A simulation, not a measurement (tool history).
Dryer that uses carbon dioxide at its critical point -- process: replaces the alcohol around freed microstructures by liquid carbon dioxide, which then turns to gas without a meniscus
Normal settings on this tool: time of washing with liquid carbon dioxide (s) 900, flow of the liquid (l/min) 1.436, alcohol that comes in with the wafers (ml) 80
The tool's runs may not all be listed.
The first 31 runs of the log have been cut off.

run   hour  time of washing with liquid carbon dioxide (s)  flow of the liquid (l/min)  alcohol that comes in with the wafers (ml)  alcohol left in the vessel before it's heated (ppm by volume)
 32  338.2                                            1200                        1.43                                          24                                                            145
 33  347.9                                            1200                        1.43                                          24                                                            156
 34  359.5                                             840                        1.88                                          71                                                            273
 35  370.3                                             840                        1.23                                          51                                                            711
 36  386.2                                            1380                       1.436                                         100                                                            192
 37  399.8                                            1380                       1.436                                         100                                                            198
 38  409.5                                            1380                       1.436                                         100                                                            203
 39  425.4                                            1320                        1.35                                          85                                                            233
 40  434.7                                             780                        1.28                                          57                                                            851
 41  444.4                                             840                        1.82                                          80                                                            329
 42  452.9                                             840                        1.82                                          80                                                            345
 43  461.6                                            1080                        1.53                                          24                                                            179
 44  473.6                                             720                        2.35                                          80                                                            258
 45  484.8                                             720                        2.35                                          80                                                            262
 46  499.7                                             900                        1.84                                          80                                                            276

What if the next run were any one of these 3? Each begins from the tool's condition after run 46:
  A  509.9                                            1080                        1.84                                          80                                                              ?
  B  509.9                                             600                        1.27                                          49                                                              ?
  C  509.9                                             660                        1.84                                          28                                                              ?

run  alcohol left in the vessel before it's heated (ppm by volume)
  A                                                            194
  B                                                           1396
  C                                                            339
Without the tool's hidden state the same runs would have given:
run  alcohol left in the vessel before it's heated (ppm by volume)
  A                                                             44
  B                                                           1099
  C                                                            163
